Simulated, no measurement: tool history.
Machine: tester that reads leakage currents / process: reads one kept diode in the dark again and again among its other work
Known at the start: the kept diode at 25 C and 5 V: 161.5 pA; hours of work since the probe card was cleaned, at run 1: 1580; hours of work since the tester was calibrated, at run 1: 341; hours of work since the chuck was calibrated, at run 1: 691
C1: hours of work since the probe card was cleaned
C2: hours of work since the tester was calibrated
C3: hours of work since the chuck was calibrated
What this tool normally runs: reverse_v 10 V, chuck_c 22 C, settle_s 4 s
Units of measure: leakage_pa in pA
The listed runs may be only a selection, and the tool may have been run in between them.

run 1 day=0 | reverse_v=10 chuck_c=22 settle_s=4 | C1=1580 C2=341 C3=691 | leakage_pa=171.97
run 2 day=1.338 | reverse_v=10 chuck_c=22 settle_s=4 | C1=1594 C2=355 C3=704 | leakage_pa=170.82
run 3 day=2.454 | reverse_v=10 chuck_c=22 settle_s=1.24 | C1=1606 C2=366 C3=716 | leakage_pa=171.77
run 4 day=3.938 | reverse_v=10 chuck_c=59 settle_s=4 | C1=1621 C2=381 C3=731 | leakage_pa=3603.23
run 5 day=5.133 | reverse_v=19.8 chuck_c=22 settle_s=4 | C1=1633 C2=394 C3=743 | leakage_pa=254.77
run 6 day=7.108 | reverse_v=19.8 chuck_c=22 settle_s=4 | C1=1654 C2=414 C3=764 | leakage_pa=254.95
run 7 day=8.879 | reverse_v=10 chuck_c=22 settle_s=4 | C1=1672 C2=432 C3=782 | leakage_pa=170.29
-- day=9.371 probe card cleaned and baked
run 8 day=9.983 | reverse_v=10 chuck_c=22 settle_s=4 | C1=6 C2=442 C3=792 | leakage_pa=147.13
run 9 day=12.225 | reverse_v=10 chuck_c=22 settle_s=4 | C1=29 C2=466 C3=815 | leakage_pa=147.1
run 10 day=13.996 | reverse_v=10 chuck_c=22 settle_s=4 | C1=48 C2=484 C3=833 | leakage_pa=146.5
-- day=15.558 chuck's temperature calibrated
run 11 day=15.917 | reverse_v=10 chuck_c=22 settle_s=4 | C1=67 C2=503 C3=4 | leakage_pa=175.88
run 12 day=17.112 | reverse_v=10 chuck_c=22 settle_s=4 | C1=79 C2=515 C3=16 | leakage_pa=175.85
run 13 day=19.221 | reverse_v=10 chuck_c=22 settle_s=4 | C1=101 C2=537 C3=38 | leakage_pa=176.42
run 14 day=20.612 | reverse_v=10 chuck_c=22 settle_s=4 | C1=115 C2=551 C3=52 | leakage_pa=175.91
run 15 day=21.95 | reverse_v=10 chuck_c=22 settle_s=4 | C1=129 C2=565 C3=66 | leakage_pa=175.64
run 16 day=24.008 | reverse_v=10 chuck_c=22 settle_s=4 | C1=150 C2=586 C3=87 | leakage_pa=175.35
run 17 day=25.308 | reverse_v=10 chuck_c=30 settle_s=4 | C1=163 C2=600 C3=100 | leakage_pa=367.32
run 18 day=27.188 | reverse_v=10 chuck_c=22 settle_s=4 | C1=183 C2=619 C3=120 | leakage_pa=173.29
run 19 day=28.312 | reverse_v=10 chuck_c=22 settle_s=4 | C1=194 C2=631 C3=131 | leakage_pa=174.53
run 20 day=29.829 | reverse_v=10 chuck_c=22 settle_s=5.3 | C1=210 C2=646 C3=147 | leakage_pa=173.47
run 21 day=31.525 | reverse_v=2.8 chuck_c=22 settle_s=5.3 | C1=227 C2=664 C3=165 | leakage_pa=89.09
run 22 day=32.938 | reverse_v=10 chuck_c=21 settle_s=1.82 | C1=242 C2=678 C3=179 | leakage_pa=158.19
run 23 day=34.267 | reverse_v=15.5 chuck_c=50 settle_s=3.25 | C1=256 C2=692 C3=193 | leakage_pa=2475.09
run 24 day=36.442 | reverse_v=9.8 chuck_c=32 settle_s=3.81 | C1=278 C2=714 C3=215 | leakage_pa=427.73
run 25 day=38.683 | reverse_v=15.7 chuck_c=22 settle_s=2.83 | C1=301 C2=737 C3=238 | leakage_pa=217.81
run 26 day=40.258 | reverse_v=15.7 chuck_c=22 settle_s=2.83 | C1=317 C2=754 C3=255 | leakage_pa=217.98
run 27 day=41.671 | reverse_v=15.7 chuck_c=22 settle_s=2.83 | C1=332 C2=768 C3=269 | leakage_pa=218.17
run 28 day=43.933 | reverse_v=15.7 chuck_c=22 settle_s=2.83 | C1=355 C2=791 C3=292 | leakage_pa=217.76
run 29 day=45.771 | reverse_v=2 chuck_c=46 settle_s=1.76 | C1=374 C2=810 C3=311 | leakage_pa=612.25
run 30 day=47.596 | reverse_v=7.2 chuck_c=22 settle_s=4 | C1=393 C2=829 C3=330 | leakage_pa=143.05
run 31 day=49.217 | reverse_v=7.2 chuck_c=22 settle_s=4 | C1=410 C2=846 C3=347 | leakage_pa=141.9
run 32 day=50.988 | reverse_v=1.8 chuck_c=49 settle_s=4 | C1=428 C2=864 C3=365 | leakage_pa=732.94
run 33 day=52.588 | reverse_v=3.7 chuck_c=24 settle_s=5.92 | C1=444 C2=881 C3=382 | leakage_pa=120.08
run 34 day=54.617 | reverse_v=3.7 chuck_c=35 settle_s=2.69 | C1=465 C2=902 C3=402 | leakage_pa=324.75
run 35 day=56.925 | reverse_v=1.6 chuck_c=56 settle_s=1.76 | C1=489 C2=925 C3=426 | leakage_pa=1193.08
run 36 day=58.062 | reverse_v=1.6 chuck_c=29 settle_s=1.76 | C1=501 C2=937 C3=438 | leakage_pa=123.07
run 37 day=59.988 | reverse_v=1.1 chuck_c=31 settle_s=0.47 | C1=521 C2=957 C3=458 | leakage_pa=120.74
run 38 day=61.233 | reverse_v=17.5 chuck_c=30 settle_s=3.88 | C1=534 C2=970 C3=471 | leakage_pa=465.04
run 39 day=62.554 | reverse_v=2.4 chuck_c=52 settle_s=4 | C1=547 C2=983 C3=484 | leakage_pa=1065.86
run 40 day=64.775 | reverse_v=2.4 chuck_c=52 settle_s=4 | C1=570 C2=1006 C3=507 | leakage_pa=1064.24
run 41 day=66.271 | reverse_v=2.4 chuck_c=52 settle_s=4 | C1=585 C2=1022 C3=523 | leakage_pa=1056.51

Some steps in leakage_pa between neighbouring runs. How much of each would the tool show without its hidden state too (settings, what came in, random variation), and how much is left for the hidden state, with any gauge scatter that isn't in both results?
The hidden state here: stray current of the dirty probe card, pA a volt; current scale over the true one, %; true chuck temperature over the reading, C; drift of the gauge itself on leakage_pa, %.
Run 3 -> 4: chuck_c 22 -> 59, settle_s 1.24 -> 4. leakage_pa +3431.46 pA: hidden state -444.88, all else +3876.34.
Run 4 -> 5: reverse_v 10 -> 19.8, chuck_c 59 -> 22. leakage_pa -3348.46 pA: hidden state +455.36, all else -3803.82.
Run 22 -> 23: reverse_v 10 -> 15.5, chuck_c 21 -> 50, settle_s 1.82 -> 3.25. leakage_pa +2316.9 pA: hidden state -46.62, all else +2363.52.
Run 35 -> 36: chuck_c 56 -> 29. leakage_pa -1070.01 pA: hidden state +59.76, all else -1129.77.

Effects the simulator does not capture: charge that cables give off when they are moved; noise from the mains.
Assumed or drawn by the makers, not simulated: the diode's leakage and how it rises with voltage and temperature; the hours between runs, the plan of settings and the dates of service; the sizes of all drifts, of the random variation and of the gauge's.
